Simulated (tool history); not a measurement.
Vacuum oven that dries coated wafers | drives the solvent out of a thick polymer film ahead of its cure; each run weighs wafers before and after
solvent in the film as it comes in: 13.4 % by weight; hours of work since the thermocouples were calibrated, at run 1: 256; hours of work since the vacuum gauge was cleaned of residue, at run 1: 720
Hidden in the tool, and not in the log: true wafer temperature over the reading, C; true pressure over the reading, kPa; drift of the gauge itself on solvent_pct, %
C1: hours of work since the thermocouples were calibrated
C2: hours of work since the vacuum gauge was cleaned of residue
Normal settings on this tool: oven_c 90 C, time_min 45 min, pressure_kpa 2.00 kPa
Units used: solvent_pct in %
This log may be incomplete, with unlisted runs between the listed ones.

{"run": 1, "hour": 0.0, "oven_c": 90, "time_min": 45, "pressure_kpa": 2.0, "C1": 256, "C2": 720, "solvent_pct": 3.59}
{"run": 2, "hour": 22.5, "oven_c": 90, "time_min": 45, "pressure_kpa": 2.0, "C1": 268, "C2": 731, "solvent_pct": 3.57}
{"run": 3, "hour": 57.6, "oven_c": 84, "time_min": 45, "pressure_kpa": 2.0, "C1": 285, "C2": 749, "solvent_pct": 5.05}
{"run": 4, "hour": 72.8, "oven_c": 84, "time_min": 45, "pressure_kpa": 2.0, "C1": 293, "C2": 756, "solvent_pct": 5.03}
{"run": 5, "hour": 104.2, "oven_c": 84, "time_min": 48, "pressure_kpa": 2.0, "C1": 309, "C2": 772, "solvent_pct": 4.84}
{"run": 6, "hour": 138.1, "oven_c": 84, "time_min": 48, "pressure_kpa": 2.0, "C1": 326, "C2": 789, "solvent_pct": 4.81}
{"run": 7, "hour": 166.9, "oven_c": 90, "time_min": 45, "pressure_kpa": 2.0, "C1": 341, "C2": 804, "solvent_pct": 3.61}
{"run": 8, "hour": 199.9, "oven_c": 90, "time_min": 45, "pressure_kpa": 1.69, "C1": 357, "C2": 820, "solvent_pct": 3.46}
{"run": 9, "hour": 223.1, "oven_c": 90, "time_min": 45, "pressure_kpa": 1.69, "C1": 369, "C2": 832, "solvent_pct": 3.4}
{"run": 10, "hour": 241.5, "oven_c": 90, "time_min": 45, "pressure_kpa": 1.69, "C1": 378, "C2": 841, "solvent_pct": 3.43}
{"run": 11, "hour": 267.0, "oven_c": 90, "time_min": 45, "pressure_kpa": 1.69, "C1": 391, "C2": 854, "solvent_pct": 3.43}
{"run": 12, "hour": 293.2, "oven_c": 90, "time_min": 45, "pressure_kpa": 1.69, "C1": 404, "C2": 867, "solvent_pct": 3.44}
{"run": 13, "hour": 328.4, "oven_c": 90, "time_min": 45, "pressure_kpa": 1.69, "C1": 422, "C2": 885, "solvent_pct": 3.49}
{"run": 14, "hour": 345.2, "oven_c": 90, "time_min": 45, "pressure_kpa": 1.69, "C1": 430, "C2": 894, "solvent_pct": 3.42}
{"run": 15, "hour": 363.0, "oven_c": 90, "time_min": 45, "pressure_kpa": 1.12, "C1": 439, "C2": 903, "solvent_pct": 3.23}
{"run": 16, "hour": 392.4, "oven_c": 90, "time_min": 45, "pressure_kpa": 1.12, "C1": 454, "C2": 918, "solvent_pct": 3.2}
{"run": 17, "hour": 415.2, "oven_c": 90, "time_min": 57, "pressure_kpa": 2.0, "C1": 466, "C2": 929, "solvent_pct": 2.82}
{"run": 18, "hour": 437.5, "oven_c": 93, "time_min": 57, "pressure_kpa": 2.0, "C1": 477, "C2": 940, "solvent_pct": 2.22}
{"run": 19, "hour": 471.0, "oven_c": 90, "time_min": 45, "pressure_kpa": 2.0, "C1": 494, "C2": 957, "solvent_pct": 3.57}
{"run": 20, "hour": 488.2, "oven_c": 90, "time_min": 45, "pressure_kpa": 1.9, "C1": 503, "C2": 966, "solvent_pct": 3.52}
{"run": 21, "hour": 506.3, "oven_c": 90, "time_min": 45, "pressure_kpa": 1.9, "C1": 512, "C2": 975, "solvent_pct": 3.53}
{"run": 22, "hour": 537.6, "oven_c": 86, "time_min": 45, "pressure_kpa": 2.0, "C1": 528, "C2": 991, "solvent_pct": 4.55}
{"run": 23, "hour": 563.6, "oven_c": 90, "time_min": 45, "pressure_kpa": 2.0, "C1": 541, "C2": 1004, "solvent_pct": 3.55}
{"run": 24, "hour": 590.1, "oven_c": 90, "time_min": 45, "pressure_kpa": 2.0, "C1": 554, "C2": 1017, "solvent_pct": 3.57}
{"run": 25, "hour": 605.6, "oven_c": 81, "time_min": 52, "pressure_kpa": 7.17, "C1": 562, "C2": 1025, "solvent_pct": 8.0}
{"run": 26, "hour": 633.9, "oven_c": 99, "time_min": 45, "pressure_kpa": 2.0, "C1": 576, "C2": 1039, "solvent_pct": 1.82}
{"run": 27, "hour": 658.2, "oven_c": 78, "time_min": 45, "pressure_kpa": 2.0, "C1": 588, "C2": 1052, "solvent_pct": 6.55}
{"run": 28, "hour": 677.3, "oven_c": 78, "time_min": 45, "pressure_kpa": 2.0, "C1": 598, "C2": 1061, "solvent_pct": 6.54}
{"run": 29, "hour": 694.7, "oven_c": 87, "time_min": 35, "pressure_kpa": 6.1, "C1": 607, "C2": 1070, "solvent_pct": 6.88}
{"run": 30, "hour": 723.9, "oven_c": 81, "time_min": 28, "pressure_kpa": 5.13, "C1": 622, "C2": 1085, "solvent_pct": 8.52}
{"run": 31, "hour": 743.7, "oven_c": 78, "time_min": 72, "pressure_kpa": 5.37, "C1": 631, "C2": 1095, "solvent_pct": 7.04}
{"run": 32, "hour": 776.3, "oven_c": 78, "time_min": 72, "pressure_kpa": 5.37, "C1": 648, "C2": 1111, "solvent_pct": 7.0}
{"run": 33, "hour": 798.2, "oven_c": 78, "time_min": 72, "pressure_kpa": 5.37, "C1": 659, "C2": 1122, "solvent_pct": 7.09}
{"run": 34, "hour": 815.6, "oven_c": 90, "time_min": 61, "pressure_kpa": 2.0, "C1": 668, "C2": 1131, "solvent_pct": 2.56}
{"run": 35, "hour": 838.8, "oven_c": 90, "time_min": 27, "pressure_kpa": 4.14, "C1": 679, "C2": 1143, "solvent_pct": 6.21}
{"run": 36, "hour": 855.3, "oven_c": 90, "time_min": 34, "pressure_kpa": 4.14, "C1": 688, "C2": 1151, "solvent_pct": 5.38}
{"run": 37, "hour": 878.1, "oven_c": 103, "time_min": 62, "pressure_kpa": 1.75, "C1": 699, "C2": 1163, "solvent_pct": 0.8}
{"run": 38, "hour": 895.5, "oven_c": 103, "time_min": 62, "pressure_kpa": 1.75, "C1": 708, "C2": 1171, "solvent_pct": 0.81}
{"run": 39, "hour": 925.7, "oven_c": 83, "time_min": 62, "pressure_kpa": 1.42, "C1": 723, "C2": 1187, "solvent_pct": 3.84}
{"run": 40, "hour": 942.6, "oven_c": 83, "time_min": 62, "pressure_kpa": 1.42, "C1": 732, "C2": 1195, "solvent_pct": 3.83}
{"run": 41, "hour": 960.1, "oven_c": 103, "time_min": 30, "pressure_kpa": 1.42, "C1": 741, "C2": 1204, "solvent_pct": 2.03}
{"run": 42, "hour": 984.0, "oven_c": 92, "time_min": 45, "pressure_kpa": 2.0, "C1": 753, "C2": 1216, "solvent_pct": 3.11}
{"run": 43, "hour": 1004.1, "oven_c": 75, "time_min": 45, "pressure_kpa": 7.76, "C1": 763, "C2": 1226, "solvent_pct": 10.25}
{"run": 44, "hour": 1028.8, "oven_c": 75, "time_min": 45, "pressure_kpa": 7.76, "C1": 775, "C2": 1239, "solvent_pct": 10.23}
{"run": 45, "hour": 1047.5, "oven_c": 90, "time_min": 44, "pressure_kpa": 5.16, "C1": 785, "C2": 1248, "solvent_pct": 4.98}

The next listed run, before its measurement:
{"run": 46, "hour": 1064.7, "oven_c": 76, "time_min": 24, "pressure_kpa": 3.0, "C1": 793, "C2": 1257, "solvent_pct": "?"}

Logged for run 46: solvent_pct 9.14 %.
Without the tool's hidden state the same run would have given solvent_pct 9.14 %.
